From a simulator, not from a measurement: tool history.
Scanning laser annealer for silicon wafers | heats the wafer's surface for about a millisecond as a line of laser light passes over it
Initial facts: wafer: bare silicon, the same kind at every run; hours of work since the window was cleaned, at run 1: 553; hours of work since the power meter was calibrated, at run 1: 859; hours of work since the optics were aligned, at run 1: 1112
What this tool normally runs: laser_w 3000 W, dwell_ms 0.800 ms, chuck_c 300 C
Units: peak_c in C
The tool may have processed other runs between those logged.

run    hour  laser_w  dwell_ms  chuck_c  hours of work since the window was cleaned  hours of work since the power meter was calibrated  hours of work since the optics were aligned  peak_c
  1     0.0     3000     0.800      300                                         553                                                 859                                         1112    1103
  2    24.8     3000     0.800      300                                         566                                                 872                                         1125    1094
       55.2  -- optics aligned, line set to its width
  3    74.1     3000     0.800      300                                         590                                                 895                                           10    1101
  4   100.0     3000     0.800      300                                         603                                                 909                                           24    1102
  5   154.7     3000     0.800      300                                         632                                                 938                                           53    1097
      169.3  -- window over the wafer cleaned
  6   201.3     3000     0.800      300                                          17                                                 962                                           76    1120
  7   239.3     3000     0.800      300                                          37                                                 982                                           97    1119
  8   293.9     3000     0.800      300                                          66                                                1011                                          126    1114
  9   329.7     3039     0.800      300                                          85                                                1030                                          145    1130
 10   362.8     3039     0.800      300                                         103                                                1047                                          162    1128
 11   404.4     3039     0.800      300                                         125                                                1070                                          184    1124
 12   447.1     3039     0.800      300                                         147                                                1092                                          207    1123
 13   499.4     3000     0.931      300                                         175                                                1120                                          235    1176
 14   539.2     3000     0.931      300                                         196                                                1141                                          256    1176
 15   598.0     2689     0.800      274                                         227                                                1172                                          287     991
 16   640.3     2940     0.800      274                                         250                                                1195                                          309    1063
 17   667.2     2940     0.800      274                                         264                                                1209                                          324    1061
 18   698.9     2940     0.800      274                                         281                                                1226                                          341    1059
 19   731.8     2984     0.736      300                                         299                                                1243                                          358    1063
 20   786.6     2984     0.736      300                                         328                                                1272                                          387    1066
 21   827.6     2937     0.896      277                                         349                                                1294                                          409    1111
 22   854.7     2869     0.681      277                                         364                                                1308                                          423     982
 23   879.8     2869     0.681      277                                         377                                                1322                                          437     978
 24   906.7     2869     0.681      277                                         391                                                1336                                          451     974
 25   960.6     3000     0.800      323                                         420                                                1365                                          479    1124
 26   988.5     3248     0.595      321                                         435                                                1379                                          494    1064
 27  1028.6     2992     0.885      309                                         456                                                1401                                          516    1151
 28  1076.6     3290     0.739      316                                         482                                                1426                                          541    1163

Each row is a separate what-if for the run after 28, all from the same tool condition, not one after another. Results?
  A  1107.9     3290     0.600      278                                         498                                                1443                                          558       ?
  B  1107.9     2799     0.739      336                                         498                                                1443                                          558       ?
  C  1107.9     3290     0.739      275                                         498                                                1443                                          558       ?
  D  1107.9     3043     0.695      265                                         498                                                1443                                          558       ?

run  peak_c
  A    1035
  B    1042
  C    1117
  D    1018
Without the tool's unlogged condition, the same runs would have read:
run  peak_c
  A    1073
  B    1077
  C    1159
  D    1055
